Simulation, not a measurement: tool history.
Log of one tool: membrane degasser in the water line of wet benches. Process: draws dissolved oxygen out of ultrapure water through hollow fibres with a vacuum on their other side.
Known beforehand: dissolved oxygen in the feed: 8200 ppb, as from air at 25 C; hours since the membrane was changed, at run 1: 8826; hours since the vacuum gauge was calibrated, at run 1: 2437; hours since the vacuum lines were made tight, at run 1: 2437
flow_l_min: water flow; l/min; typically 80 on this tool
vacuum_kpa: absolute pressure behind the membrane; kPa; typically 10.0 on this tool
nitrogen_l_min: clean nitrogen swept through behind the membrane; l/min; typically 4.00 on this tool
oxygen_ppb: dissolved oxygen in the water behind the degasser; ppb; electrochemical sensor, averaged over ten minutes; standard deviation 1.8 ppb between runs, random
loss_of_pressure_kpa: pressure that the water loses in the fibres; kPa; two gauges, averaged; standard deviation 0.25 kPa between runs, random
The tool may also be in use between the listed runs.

| run | hour | flow_l_min | vacuum_kpa | nitrogen_l_min | hours since the membrane was changed | hours since the vacuum gauge was calibrated | hours since the vacuum lines were made tight | oxygen_ppb | loss_of_pressure_kpa |
|---|---|---|---|---|---|---|---|---|---|
| 1 | 0.0 | 80 | 10.0 | 4.00 | 8826 | 2437 | 2437 | 336.2 | 68.59 |
| 2 | 283.1 | 80 | 10.0 | 4.00 | 9109 | 2720 | 2720 | 337.4 | 68.70 |
| 3 | 447.7 | 80 | 10.0 | 4.00 | 9274 | 2885 | 2885 | 335.5 | 68.43 |
| 4 | 610.4 | 80 | 10.0 | 4.00 | 9437 | 3048 | 3048 | 337.8 | 68.31 |
| 5 | 831.3 | 80 | 10.0 | 4.00 | 9657 | 3269 | 3269 | 337.5 | 68.79 |
| 6 | 1148.1 | 80 | 10.0 | 5.34 | 9974 | 3585 | 3585 | 269.3 | 68.75 |
| 7 | 1446.2 | 80 | 8.2 | 4.00 | 10272 | 3884 | 3884 | 262.6 | 68.98 |
| 8 | 1708.3 | 80 | 8.2 | 4.00 | 10535 | 4146 | 4146 | 262.7 | 68.96 |
| 9 | 1974.2 | 80 | 8.2 | 4.00 | 10800 | 4412 | 4412 | 266.0 | 69.15 |

For run 10, what comes out?
| 10 | 2246.1 | 80 | 8.2 | 4.00 | 11072 | 4683 | 4683 | ? | ? |

{"run 10": {"oxygen_ppb": 264.9, "loss_of_pressure_kpa": 69.09}}
With no hidden state in the tool, this same run would have given oxygen_ppb 246.3 ppb, loss_of_pressure_kpa 65.64 kPa.
